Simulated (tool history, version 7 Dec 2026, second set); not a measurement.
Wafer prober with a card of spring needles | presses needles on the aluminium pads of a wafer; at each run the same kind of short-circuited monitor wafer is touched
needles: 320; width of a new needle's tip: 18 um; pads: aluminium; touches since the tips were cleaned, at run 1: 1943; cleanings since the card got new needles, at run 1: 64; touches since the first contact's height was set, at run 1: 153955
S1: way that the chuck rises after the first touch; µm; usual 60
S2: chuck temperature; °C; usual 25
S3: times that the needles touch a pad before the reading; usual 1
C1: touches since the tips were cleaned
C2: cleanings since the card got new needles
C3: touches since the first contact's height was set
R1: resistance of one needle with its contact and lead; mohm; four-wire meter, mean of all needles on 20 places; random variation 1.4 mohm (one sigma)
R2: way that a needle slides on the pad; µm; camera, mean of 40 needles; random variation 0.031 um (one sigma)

| run | hour | S1 | S2 | S3 | C1 | C2 | C3 | R1 | R2 |
|---|---|---|---|---|---|---|---|---|---|
| 1 | 0 | 60 | 25 | 1 | 1943 | 64 | 153955 | 117 | 12.09 |
|  | 4.8 | tips cleaned on abrasive film |
| 2 | 9.3 | 60 | 25 | 1 | 2780 | 65 | 159643 | 116 | 12.02 |
|  | 13.6 | tips cleaned on abrasive film |
|  | 22.1 | tips cleaned on abrasive film |
| 3 | 23.1 | 60 | 25 | 1 | 586 | 67 | 168087 | 117 | 11.96 |
|  | 30 | tips cleaned on abrasive film |
| 4 | 34 | 60 | 25 | 1 | 2469 | 68 | 174788 | 117 | 12.02 |
|  | 38.1 | tips cleaned on abrasive film |
| 5 | 45 | 60 | 25 | 1 | 4308 | 69 | 181583 | 117 | 12.03 |
|  | 46.1 | tips cleaned on abrasive film |
|  | 55 | tips cleaned on abrasive film |
| 6 | 60.6 | 60 | 25 | 1 | 3480 | 71 | 191119 | 119 | 12.04 |
|  | 63 | tips cleaned on abrasive film |
|  | 71.6 | tips cleaned on abrasive film |
| 7 | 76.4 | 60 | 25 | 1 | 2994 | 73 | 200799 | 117 | 11.95 |
|  | 78.2 | height of the first contact set anew |
|  | 80.7 | tips cleaned on abrasive film |
|  | 88.8 | tips cleaned on abrasive film |
| 8 | 88.8 | 60 | 25 | 1 | 0 | 75 | 6481 | 118 | 12.01 |
| 9 | 95.7 | 47 | 102 | 1 | 4261 | 75 | 10742 | 137 | 9.46 |
|  | 97 | tips cleaned on abrasive film |
|  | 105.5 | tips cleaned on abrasive film |
| 10 | 106.9 | 57 | 99 | 2 | 915 | 77 | 17591 | 130 | 11.43 |
|  | 114 | tips cleaned on abrasive film |
| 11 | 117 | 57 | 99 | 2 | 1862 | 78 | 23787 | 134 | 11.42 |
|  | 122.4 | tips cleaned on abrasive film |
| 12 | 127 | 49 | 69 | 2 | 2844 | 79 | 29915 | 130 | 9.82 |
|  | 130.7 | tips cleaned on abrasive film |
|  | 138.7 | tips cleaned on abrasive film |
| 13 | 138.7 | 49 | 69 | 2 | 0 | 81 | 37049 | 128 | 9.81 |
|  | 147.1 | tips cleaned on abrasive film |
| 14 | 147.1 | 49 | 69 | 2 | 0 | 82 | 42188 | 130 | 9.82 |
|  | 155.3 | tips cleaned on abrasive film |
| 15 | 157.1 | 60 | 25 | 1 | 1092 | 83 | 48305 | 119 | 11.98 |
|  | 163.8 | tips cleaned on abrasive film |
| 16 | 171.2 | 60 | 94 | 1 | 4584 | 84 | 57021 | 129 | 12.05 |

How the hidden state differs across the entries between the runs, from the last listed run before each to the first after it:
Between runs 1 and 2: tips cleaned on abrasive film (hour 4.8)
  debris on the tips, nm: 0 -> 0.1
Between runs 2 and 3: tips cleaned on abrasive film (hour 13.6); tips cleaned on abrasive film (hour 22.1)
  debris on the tips, nm: 0.1 -> 0
Between runs 3 and 4: tips cleaned on abrasive film (hour 30)
  debris on the tips, nm: 0 -> 0.1
Between runs 4 and 5: tips cleaned on abrasive film (hour 38.1)
  no hidden state differs between the two runs
Between runs 5 and 6: tips cleaned on abrasive film (hour 46.1); tips cleaned on abrasive film (hour 55)
  no hidden state differs between the two runs
Between runs 6 and 7: tips cleaned on abrasive film (hour 63); tips cleaned on abrasive film (hour 71.6)
  no hidden state differs between the two runs
Between runs 7 and 8: height of the first contact set anew (hour 78.2); tips cleaned on abrasive film (hour 80.7); tips cleaned on abrasive film (hour 88.8)
  debris on the tips, nm: 0.1 -> 0
Between runs 9 and 10: tips cleaned on abrasive film (hour 97); tips cleaned on abrasive film (hour 105.5)
  debris on the tips, nm: 0.1 -> 0
Between runs 10 and 11: tips cleaned on abrasive film (hour 114)
  no hidden state differs between the two runs
Between runs 11 and 12: tips cleaned on abrasive film (hour 122.4)
  debris on the tips, nm: 0 -> 0.1
Between runs 12 and 13: tips cleaned on abrasive film (hour 130.7); tips cleaned on abrasive film (hour 138.7)
  debris on the tips, nm: 0.1 -> 0
Between runs 13 and 14: tips cleaned on abrasive film (hour 147.1)
  no hidden state differs between the two runs
Between runs 14 and 15: tips cleaned on abrasive film (hour 155.3)
  no hidden state differs between the two runs
Between runs 15 and 16: tips cleaned on abrasive film (hour 163.8)
  debris on the tips, nm: 0 -> 0.1
